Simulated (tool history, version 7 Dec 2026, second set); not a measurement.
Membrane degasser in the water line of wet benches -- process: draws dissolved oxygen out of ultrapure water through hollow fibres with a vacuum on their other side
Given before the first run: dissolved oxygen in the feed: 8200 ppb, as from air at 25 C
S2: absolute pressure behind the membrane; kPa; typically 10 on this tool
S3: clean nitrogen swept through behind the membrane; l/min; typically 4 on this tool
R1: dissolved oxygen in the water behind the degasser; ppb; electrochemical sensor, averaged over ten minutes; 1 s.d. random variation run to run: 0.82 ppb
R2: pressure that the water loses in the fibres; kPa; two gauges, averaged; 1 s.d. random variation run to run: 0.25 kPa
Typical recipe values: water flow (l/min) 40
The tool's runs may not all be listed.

Run 1, day 0: usual settings. Result: R1 161.9 ppb, R2 65.63 kPa.
Run 2, day 7.012: usual settings. Result: R1 162.6 ppb, R2 65.76 kPa.
Run 3, day 14.362: usual settings. Result: R1 162.9 ppb, R2 65.56 kPa.
Run 4, day 19.354: usual settings. Result: R1 162.3 ppb, R2 65.73 kPa.
Run 5, day 28.158: usual settings but S3 2.93 l/min. Result: R1 214.4 ppb, R2 65.91 kPa.
Run 6, day 33.658: usual settings but S3 2.93 l/min. Result: R1 215.5 ppb, R2 66.13 kPa.
Run 7, day 40.179: usual settings. Result: R1 162.3 ppb, R2 66.32 kPa.
Run 8, day 46.208: usual settings. Result: R1 162.9 ppb, R2 65.93 kPa.
Run 9, day 53.467: usual settings. Result: R1 161.6 ppb, R2 66.44 kPa.
Run 10, day 61.983: usual settings. Result: R1 162.3 ppb, R2 66.33 kPa.
Run 11, day 67.2: usual settings. Result: R1 163.7 ppb, R2 66.13 kPa.
Run 12, day 73.808: usual settings but water flow (l/min) 33. Result: R1 134.7 ppb, R2 54.54 kPa.
Run 13, day 81.438: usual settings but water flow (l/min) 33. Result: R1 135.1 ppb, R2 54.84 kPa.
Run 14, day 86.958: usual settings but water flow (l/min) 27, S2 7.8 kPa. Result: R1 77.1 ppb, R2 45.05 kPa.
Run 15, day 92.721: usual settings but S2 9.7 kPa, S3 5.39 l/min. Result: R1 119.2 ppb, R2 66.76 kPa.
Run 16, day 99.262: usual settings but S2 9.7 kPa, S3 5.39 l/min. Result: R1 119.1 ppb, R2 66.17 kPa.
Run 17, day 104.204: usual settings but water flow (l/min) 25, S3 2.1 l/min. Result: R1 188.6 ppb, R2 41.62 kPa.
Run 18, day 111.854: usual settings but water flow (l/min) 25, S3 2.1 l/min. Result: R1 189.1 ppb, R2 41.6 kPa.
Run 19, day 116.038: usual settings but water flow (l/min) 38, S3 3.91 l/min. Result: R1 158 ppb, R2 63.27 kPa.
Run 20, day 122.562: usual settings but water flow (l/min) 27, S2 11.1 kPa, S3 4.59 l/min. Result: R1 113.8 ppb, R2 44.8 kPa.

Predict the results of run 21:
Run 21, day 126.45: usual settings but water flow (l/min) 30. Result: R1 ?, R2 ?.

{"run 21": {"R1": 123.7, "R2": 50.11}}
With no hidden state in the tool, this same run would have given R1 121.1 ppb, R2 48.81 kPa.

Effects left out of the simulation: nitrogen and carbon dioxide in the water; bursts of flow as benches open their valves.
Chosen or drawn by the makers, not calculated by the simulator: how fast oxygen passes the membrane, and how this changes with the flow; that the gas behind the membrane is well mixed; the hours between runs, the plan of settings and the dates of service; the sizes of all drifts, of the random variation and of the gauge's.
